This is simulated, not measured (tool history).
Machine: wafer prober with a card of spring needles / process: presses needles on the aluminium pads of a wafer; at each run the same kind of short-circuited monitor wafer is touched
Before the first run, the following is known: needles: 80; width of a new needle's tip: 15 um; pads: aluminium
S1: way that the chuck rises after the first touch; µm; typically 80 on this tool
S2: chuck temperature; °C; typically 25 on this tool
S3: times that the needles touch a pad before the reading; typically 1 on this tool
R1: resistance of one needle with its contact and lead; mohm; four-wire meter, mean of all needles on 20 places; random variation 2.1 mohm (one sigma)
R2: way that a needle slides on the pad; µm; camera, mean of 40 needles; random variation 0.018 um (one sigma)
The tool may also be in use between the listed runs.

run,day,S1,S2,S3,R1,R2
1,0,80,25,1,236,19.1
2,0.333,80,25,1,233,19.08
# day 0.438: tips cleaned on abrasive film
3,0.75,80,25,1,234,19.13
4,1.108,80,25,1,237,19.14
# day 1.392: tips cleaned on abrasive film
5,1.425,80,31,1,233,19.2
6,1.842,80,31,1,238,19.21
7,2.233,80,31,1,233,19.25
# day 2.333: tips cleaned on abrasive film
8,2.55,80,31,1,240,19.28
9,2.742,80,31,1,237,19.29
# day 2.808: height of the first contact set anew
10,3.008,80,31,1,238,19.37
# day 3.279: tips cleaned on abrasive film
11,3.383,80,31,1,237,19.35
12,3.729,80,31,1,238,19.43
13,4.071,80,31,1,236,19.45
# day 4.225: tips cleaned on abrasive film
14,4.35,80,25,1,235,19.45
15,4.721,80,25,1,234,19.49
16,4.988,80,25,1,232,19.54
# day 5.175: tips cleaned on abrasive film
# day 5.267: gauge calibrated
17,5.296,80,25,1,237,19.06
18,5.538,80,25,1,238,19.06
19,5.812,80,81,2,253,19.09
# day 6.108: tips cleaned on abrasive film
20,6.179,80,25,3,235,19.15
21,6.425,93,32,1,235,22.26
22,6.792,74,32,1,240,17.75
# day 7.05: tips cleaned on abrasive film
23,7.133,62,25,2,242,14.89
24,7.362,87,25,2,233,20.93
25,7.546,87,25,2,237,20.94
26,7.942,85,25,2,232,20.49
# day 7.983: tips cleaned on abrasive film
27,8.175,80,125,1,264,19.38
28,8.475,80,125,1,260,19.33
29,8.838,80,125,1,258,19.4
# day 8.925: tips cleaned on abrasive film
30,9.175,63,110,1,260,15.27
31,9.562,63,110,1,263,15.33
# day 9.875: tips cleaned on abrasive film
32,9.917,64,46,1,242,15.6
33,10.112,64,46,1,244,15.61

4 options for the next run, each taken on its own from the tool as it stands now. Forecast them:
A,10.425,80,35,1,?,?
B,10.425,74,56,1,?,?
C,10.425,78,38,1,?,?
D,10.425,64,46,2,?,?

run,R1,R2
A,236,19.52
B,251,18.05
C,240,19.07
D,245,15.63
Stripped of hidden state, with their random variation kept, the same runs would have yielded:
run,R1,R2
A,236,19.03
B,251,17.6
C,240,18.59
D,244,15.23
